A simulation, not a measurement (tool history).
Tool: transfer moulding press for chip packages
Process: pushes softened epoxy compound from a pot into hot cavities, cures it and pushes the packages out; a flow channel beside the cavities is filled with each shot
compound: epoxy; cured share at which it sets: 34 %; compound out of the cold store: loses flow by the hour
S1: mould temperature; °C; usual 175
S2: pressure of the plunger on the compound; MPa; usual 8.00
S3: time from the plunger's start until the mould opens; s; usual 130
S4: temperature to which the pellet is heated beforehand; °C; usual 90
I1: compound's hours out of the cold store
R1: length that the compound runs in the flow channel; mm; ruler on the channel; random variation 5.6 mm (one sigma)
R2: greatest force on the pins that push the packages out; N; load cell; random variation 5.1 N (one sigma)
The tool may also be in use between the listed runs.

| run | hour | S1 | S2 | S3 | S4 | I1 | R1 | R2 |
|---|---|---|---|---|---|---|---|---|
| 1 | 0.0 | 175 | 8.00 | 130 | 90 | 16.6 | 662 | 247 |
| 2 | 17.0 | 175 | 8.00 | 130 | 90 | 47.4 | 548 | 169 |
| 3 | 29.4 | 175 | 8.00 | 130 | 90 | 25.1 | 623 | 186 |
| 4 | 51.2 | 175 | 8.00 | 130 | 90 | 28.8 | 611 | 208 |
| 5 | 72.9 | 175 | 8.00 | 130 | 90 | 20.4 | 641 | 226 |
| 6 | 84.5 | 175 | 8.00 | 130 | 85 | 17.0 | 649 | 237 |
| 7 | 109.4 | 175 | 8.00 | 130 | 90 | 41.7 | 559 | 235 |
| 8 | 135.3 | 175 | 8.00 | 130 | 90 | 47.9 | 544 | 180 |
| 9 | 157.5 | 175 | 8.00 | 130 | 90 | 47.6 | 537 | 202 |
| 10 | 177.6 | 172 | 8.00 | 130 | 90 | 25.8 | 622 | 228 |
| 11 | 199.7 | 175 | 8.00 | 165 | 90 | 45.7 | 539 | 237 |
| 12 | 213.5 | 175 | 8.00 | 165 | 90 | 33.3 | 591 | 232 |
| 13 | 240.4 | 175 | 8.00 | 134 | 90 | 35.2 | 569 | 170 |
| 14 | 252.9 | 175 | 8.00 | 134 | 90 | 19.0 | 634 | 195 |
| 15 | 272.9 | 175 | 7.47 | 130 | 90 | 36.7 | 542 | 206 |
| 16 | 292.7 | 175 | 8.56 | 130 | 98 | 39.3 | 575 | 226 |
| 17 | 318.5 | 172 | 9.93 | 147 | 85 | 26.6 | 674 | 236 |
| 18 | 334.9 | 175 | 6.12 | 130 | 90 | 29.4 | 513 | 263 |
| 19 | 353.2 | 176 | 6.52 | 130 | 94 | 14.2 | 573 | 176 |
| 20 | 377.3 | 168 | 7.16 | 132 | 92 | 38.6 | 539 | 231 |
| 21 | 391.8 | 168 | 7.16 | 132 | 92 | 42.7 | 523 | 260 |
| 22 | 417.0 | 170 | 7.16 | 150 | 98 | 10.1 | 642 | 236 |
| 23 | 441.8 | 170 | 6.46 | 150 | 98 | 26.2 | 533 | 243 |
| 24 | 456.4 | 169 | 8.00 | 130 | 90 | 43.5 | 557 | 184 |
| 25 | 476.9 | 175 | 8.00 | 143 | 90 | 29.4 | 644 | 180 |
| 26 | 500.6 | 175 | 8.00 | 143 | 90 | 21.2 | 670 | 206 |
| 27 | 511.1 | 175 | 8.00 | 165 | 93 | 35.2 | 626 | 212 |
| 28 | 534.0 | 175 | 8.00 | 165 | 93 | 26.2 | 652 | 222 |
| 29 | 550.4 | 183 | 6.53 | 130 | 95 | 40.8 | 514 | 232 |

Not shown: 7 entries that the log had between the listed runs. Between which runs, and how does the tool's hidden state differ before and after?
Between runs 1 and 2: cavities cleaned with cleaning compound and waxed (hour 6.0)
  true mould temperature over the reading, C: 1.13 -> 1.15; pressure that reaches the compound, % of what is set: 90.12 -> 89.76; grip of the stained cavities, % over clean ones': 61.3 -> 8.9
  measured less the result without the state, R1: -40 -> -34 mm; R2: +93 -> +12 N
Between runs 7 and 8: cavities cleaned with cleaning compound and waxed (hour 117.0)
  true mould temperature over the reading, C: 1.27 -> 1.3; pressure that reaches the compound, % of what is set: 87.85 -> 87.32; grip of the stained cavities, % over clean ones': 58.2 -> 16.5
  measured less the result without the state, R1: -42 -> -42 mm; R2: +84 -> +24 N
Between runs 12 and 13: cavities cleaned with cleaning compound and waxed (hour 227.1)
  true mould temperature over the reading, C: 1.41 -> 1.44; pressure that reaches the compound, % of what is set: 85.62 -> 85.1; grip of the stained cavities, % over clean ones': 56.4 -> 12.9
  measured less the result without the state, R1: -53 -> -53 mm; R2: +85 -> +17 N
Between runs 18 and 19: cavities cleaned with cleaning compound and waxed (hour 338.8)
  true mould temperature over the reading, C: 1.56 -> 1.58; pressure that reaches the compound, % of what is set: 83.13 -> 82.73; grip of the stained cavities, % over clean ones': 59.9 -> 12.2
  measured less the result without the state, R1: -55 -> -63 mm; R2: +94 -> +16 N
Between runs 23 and 24: cavities cleaned with cleaning compound and waxed (hour 448.7)
  true mould temperature over the reading, C: 1.7 -> 1.71; pressure that reaches the compound, % of what is set: 80.78 -> 80.51; grip of the stained cavities, % over clean ones': 58 -> 6
  measured less the result without the state, R1: -67 -> -70 mm; R2: +86 -> -3 N
Between runs 24 and 25: plunger's sealing rings changed (hour 476.6)
  true mould temperature over the reading, C: 1.71 -> 1.73; pressure that reaches the compound, % of what is set: 80.51 -> 99.41; grip of the stained cavities, % over clean ones': 6 -> 19.9
  measured less the result without the state, R1: -70 -> -8 mm; R2: -3 -> +28 N
Between runs 25 and 26: mould's thermocouples calibrated (hour 480.6)
  true mould temperature over the reading, C: 1.73 -> 0.15; pressure that reaches the compound, % of what is set: 99.41 -> 98.95; grip of the stained cavities, % over clean ones': 19.9 -> 33.2
  measured less the result without the state, R1: -8 -> -4 mm; R2: +28 -> +51 N

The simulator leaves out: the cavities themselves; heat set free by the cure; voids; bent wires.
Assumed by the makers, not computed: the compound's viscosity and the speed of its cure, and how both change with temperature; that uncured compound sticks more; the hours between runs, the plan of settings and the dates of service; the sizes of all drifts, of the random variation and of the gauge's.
